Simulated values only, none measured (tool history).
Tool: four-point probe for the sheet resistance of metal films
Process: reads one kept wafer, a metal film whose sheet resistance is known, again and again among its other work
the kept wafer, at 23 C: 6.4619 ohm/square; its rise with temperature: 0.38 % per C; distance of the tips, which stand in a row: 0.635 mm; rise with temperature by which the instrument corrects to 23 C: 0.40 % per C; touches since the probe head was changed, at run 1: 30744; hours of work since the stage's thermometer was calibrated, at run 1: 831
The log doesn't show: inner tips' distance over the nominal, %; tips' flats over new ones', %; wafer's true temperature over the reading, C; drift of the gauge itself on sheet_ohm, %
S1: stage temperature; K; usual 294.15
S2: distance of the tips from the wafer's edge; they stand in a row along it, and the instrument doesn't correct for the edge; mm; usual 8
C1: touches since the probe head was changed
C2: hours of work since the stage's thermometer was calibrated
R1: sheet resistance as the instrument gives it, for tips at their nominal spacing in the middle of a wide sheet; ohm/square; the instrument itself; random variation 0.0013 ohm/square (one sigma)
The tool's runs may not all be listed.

| run | day | S1 | S2 | C1 | C2 | R1 |
|---|---|---|---|---|---|---|
| 1 | 0.000 | 294.15 | 8 | 30744 | 831 | 6.537081 |
| 2 | 3.417 | 300.15 | 8 | 34942 | 883 | 6.526448 |
| 3 | 6.412 | 300.15 | 8 | 38620 | 928 | 6.528366 |
| 4 | 10.696 | 300.15 | 8 | 43880 | 994 | 6.533917 |
| 5 | 13.242 | 303.15 | 8 | 47007 | 1033 | 6.530076 |
| 6 | 15.512 | 294.15 | 8 | 49799 | 1067 | 6.543515 |
| 7 | 19.304 | 301.15 | 8 | 54453 | 1125 | 6.536130 |
| 8 | 22.725 | 301.15 | 8 | 58657 | 1177 | 6.536883 |
| 9 | 26.367 | 296.15 | 33 | 63126 | 1233 | 6.523360 |
| 10 | 29.700 | 295.15 | 8 | 67224 | 1284 | 6.546442 |
| 11 | 33.258 | 292.15 | 4 | 71592 | 1338 | 6.616305 |
|  | 34.679 | stage's thermometer calibrated |
| 12 | 36.746 | 303.15 | 4 | 75849 | 32 | 6.596983 |
| 13 | 38.758 | 298.15 | 3 | 78323 | 62 | 6.670927 |

Forecast run 14:
| 14 | 43.425 | 302.15 | 9 | 84057 | 133 | ? |

{"run 14": {"R1": 6.532491}}
Without the tool's hidden state the same run would have given R1 6.472806 ohm/square.
